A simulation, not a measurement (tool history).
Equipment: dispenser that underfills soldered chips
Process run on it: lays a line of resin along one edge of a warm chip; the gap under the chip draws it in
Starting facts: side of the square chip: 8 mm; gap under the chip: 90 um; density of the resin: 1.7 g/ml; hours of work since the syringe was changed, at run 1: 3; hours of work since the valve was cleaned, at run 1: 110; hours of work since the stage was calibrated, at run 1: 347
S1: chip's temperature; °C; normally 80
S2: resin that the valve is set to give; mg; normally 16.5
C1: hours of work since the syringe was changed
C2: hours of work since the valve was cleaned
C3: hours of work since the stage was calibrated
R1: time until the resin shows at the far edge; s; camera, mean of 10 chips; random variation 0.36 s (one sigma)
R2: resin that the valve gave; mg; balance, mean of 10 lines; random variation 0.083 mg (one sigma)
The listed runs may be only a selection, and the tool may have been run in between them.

run   hour  S1    S2  C1   C2   C3    R1     R2
  1      0  80  16.5   3  110  347  21.9  14.72
       5.8  -- new syringe of resin
  2    6.4  80  16.5   0  114  352  19.6   14.7
  3   13.2  80  14.5   6  120  357  27.4  12.85
        15  -- new syringe of resin
  4   18.8  80  16.5   3  124  361  22.2  14.58
      24.3  -- new syringe of resin
  5   29.8  80  16.5   4  132  370  24.7  14.32
      33.4  -- new syringe of resin
  6   35.1  80  16.5   1  136  374  20.5  14.27
      39.3  -- dispensing valve cleaned and set on the balance
  7   42.5  80  16.5   6    2  379  27.9  16.44
      43.6  -- new syringe of resin
  8   49.2  80  16.5   4    7  384  24.3  16.28
      53.3  -- new syringe of resin
  9   59.6  80  16.5   5   15  391  25.3  16.34
      62.5  -- new syringe of resin
 10   67.6  80  16.5   4   21  397  23.2  16.03
        72  -- new syringe of resin
 11   76.1  80  16.5   3   28  404  22.7  16.12
      81.2  -- new syringe of resin
 12   85.6  80  16.5   3   35  411  22.7  15.99
      90.5  -- new syringe of resin
 13   93.7  80  16.5   2   41  417  21.3  15.86
      99.7  -- new syringe of resin
 14  104.5  91  15.8   4   49  425  16.8  15.07
     108.7  -- new syringe of resin
 15    111  73  21.2   2   54  430  25.6  20.23
     118.5  -- new syringe of resin
 16  122.1  66  20.1   3   62  439  34.5  18.81
     127.5  -- new syringe of resin
 17    131  94    17   3   69  445    14  15.95
     136.7  -- new syringe of resin
 18  140.6  94    17   3   76  453  14.7  15.71
     145.9  -- new syringe of resin
 19  151.1  67  14.1   4   84  461  37.3  12.92
     155.7  -- new syringe of resin
 20  158.8  67  14.1   2   90  466    33  12.87
     165.2  -- new syringe of resin
 21  168.3  71  14.4   2   97  473    29  13.06
     174.5  -- new syringe of resin
 22  175.9  71  14.4   1  103  479  26.9  12.98
 23  182.3  71  14.4   6  108  484  36.9  13.05
     183.4  -- new syringe of resin
     192.6  -- new syringe of resin
 24  192.6  81    20   0  116  492  16.9   17.9
 25  199.2  81    20   5  121  497  24.2  17.76

What would each run have given without the hidden state, its run-to-run variation left as it was?
Hidden state present: resin's viscosity, % of fresh resin's; dose that the valve gives, % of what is set; true chip temperature over the reading, C; drift of the gauge itself on fill_s, %; drift of the gauge itself on given_mg, %.
run    R1     R2
  1  20.1  16.46
  2  20.3  16.52
  3  20.2  14.52
  4  19.8  16.54
  5  20.3  16.41
  6  20.1  16.43
  7  20.6  16.46
  8  20.3  16.37
  9  20.3  16.55
 10  19.7  16.34
 11  20.2  16.53
 12    20  16.53
 13    20   16.5
 14  14.3  15.81
 15  24.9  21.31
 16  32.2  19.99
 17  12.9  17.07
 18  13.2  16.94
 19  32.2  14.05
 20  31.7  14.07
 21  27.2  14.38
 22  27.4  14.39
 23  27.8  14.54
 24  18.9  20.12
 25  19.7  20.09

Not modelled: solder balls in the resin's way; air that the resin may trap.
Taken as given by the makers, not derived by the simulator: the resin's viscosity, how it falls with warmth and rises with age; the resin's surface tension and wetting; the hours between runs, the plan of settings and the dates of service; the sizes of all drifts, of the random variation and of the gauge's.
